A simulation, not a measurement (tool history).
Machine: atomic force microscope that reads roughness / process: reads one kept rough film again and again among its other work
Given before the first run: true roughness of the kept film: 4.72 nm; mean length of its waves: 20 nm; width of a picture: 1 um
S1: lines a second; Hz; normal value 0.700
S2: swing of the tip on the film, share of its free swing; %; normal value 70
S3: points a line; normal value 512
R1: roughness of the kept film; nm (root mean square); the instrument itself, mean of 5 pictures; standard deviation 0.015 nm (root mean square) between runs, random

Run 1, hour 0.0: usual settings. Result: R1 2.540 nm (root mean square).
Run 2, hour 6.9: usual settings. Result: R1 2.508 nm (root mean square).
Run 3, hour 11.3: usual settings. Result: R1 2.476 nm (root mean square).
Run 4, hour 20.6: usual settings but S1 0.796 Hz. Result: R1 2.406 nm (root mean square).
Run 5, hour 25.1: usual settings but S1 0.523 Hz. Result: R1 2.387 nm (root mean square).
At hour 26.7: height scale calibrated on a step standard.
Run 6, hour 33.8: usual settings. Result: R1 2.320 nm (root mean square).
Run 7, hour 37.6: usual settings. Result: R1 2.313 nm (root mean square).
At hour 41.8: height scale calibrated on a step standard, once more.
Run 8, hour 43.1: usual settings. Result: R1 2.312 nm (root mean square).
Run 9, hour 48.9: usual settings. Result: R1 2.275 nm (root mean square).
Run 10, hour 55.7: usual settings but S2 86 %. Result: R1 2.160 nm (root mean square).
Run 11, hour 60.4: usual settings but S1 0.804 Hz, S2 88 %, S3 733. Result: R1 2.113 nm (root mean square).
Run 12, hour 65.0: usual settings but S1 0.594 Hz, S2 88 %, S3 651. Result: R1 2.128 nm (root mean square).
Run 13, hour 69.9: usual settings but S1 0.594 Hz, S2 88 %, S3 651. Result: R1 2.094 nm (root mean square).
At hour 74.1: new tip fitted.
Run 14, hour 78.3: usual settings but S1 2.005 Hz, S2 88 %, S3 312. Result: R1 3.159 nm (root mean square).
Run 15, hour 82.2: usual settings but S1 1.990 Hz, S2 86 %, S3 320. Result: R1 3.135 nm (root mean square).
Run 16, hour 87.8: usual settings but S1 0.999 Hz, S2 77 %, S3 368. Result: R1 3.379 nm (root mean square).

Table of differences, measured result less the result of that run with no hidden state. Run-to-run variation is the same in both. Gauge scatter possibly is not:
The tool's hidden condition here consists of: radius of the tip, nm; height scale over the true one, %; drift of the gauge itself on roughness_nm, %.
run      R1
  1  -1.151
  2  -1.209
  3  -1.244
  4  -1.299
  5  -1.335
  6  -1.374
  7  -1.405
  8  -1.405
  9  -1.445
 10  -1.446
 11  -1.461
 12  -1.508
 13  -1.530
 14  -0.056
 15  -0.107
 16  -0.201
